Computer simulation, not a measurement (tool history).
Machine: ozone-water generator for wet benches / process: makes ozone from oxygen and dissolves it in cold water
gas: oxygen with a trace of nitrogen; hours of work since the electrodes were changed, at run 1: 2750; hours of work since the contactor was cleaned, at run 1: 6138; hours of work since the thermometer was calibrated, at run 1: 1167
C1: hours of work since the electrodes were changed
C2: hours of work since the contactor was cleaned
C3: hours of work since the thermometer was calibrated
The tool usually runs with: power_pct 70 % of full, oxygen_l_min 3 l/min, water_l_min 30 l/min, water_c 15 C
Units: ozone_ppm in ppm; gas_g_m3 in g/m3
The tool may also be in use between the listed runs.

Run 1, hour 0: usual settings; C1 2750; C2 6138; C3 1167. Result: ozone_ppm 7.7 ppm, gas_g_m3 152.8 g/m3.
Run 2, hour 64.4: usual settings; C1 2801; C2 6189; C3 1218. Result: ozone_ppm 7.4 ppm, gas_g_m3 152.9 g/m3.
Run 3, hour 140.6: usual settings but power_pct 41 % of full; C1 2861; C2 6249; C3 1278. Result: ozone_ppm 5.6 ppm, gas_g_m3 111.7 g/m3.
Run 4, hour 201.9: usual settings but power_pct 41 % of full; C1 2909; C2 6297; C3 1326. Result: ozone_ppm 5.5 ppm, gas_g_m3 112.7 g/m3.
Run 5, hour 284.7: usual settings but power_pct 41 % of full; C1 2974; C2 6362; C3 1391. Result: ozone_ppm 5.6 ppm, gas_g_m3 111.8 g/m3.
Run 6, hour 363.5: usual settings but power_pct 50 % of full, water_l_min 32 l/min, water_c 9 C; C1 3036; C2 6424; C3 1453. Result: ozone_ppm 5.8 ppm, gas_g_m3 126.7 g/m3.
Run 7, hour 440.9: usual settings but power_pct 92 % of full, oxygen_l_min 2.95 l/min, water_l_min 32 l/min, water_c 18 C; C1 3096; C2 6485; C3 1513. Result: ozone_ppm 7.8 ppm, gas_g_m3 178.3 g/m3.
Run 8, hour 491.6: usual settings but power_pct 56 % of full, water_c 17 C; C1 3136; C2 6524; C3 1553. Result: ozone_ppm 6.6 ppm, gas_g_m3 133.5 g/m3.

Run 9 comes next. What will it give?
Run 9, hour 573.7: usual settings but power_pct 55 % of full, oxygen_l_min 1.77 l/min; C1 3201; C2 6589; C3 1618. Result: ozone_ppm ?, gas_g_m3 ?.

Run 9 measured ozone_ppm 5.1 ppm, gas_g_m3 158.3 g/m3.
With no hidden state in the tool, this same run would have given ozone_ppm 5.6 ppm, gas_g_m3 168.3 g/m3.
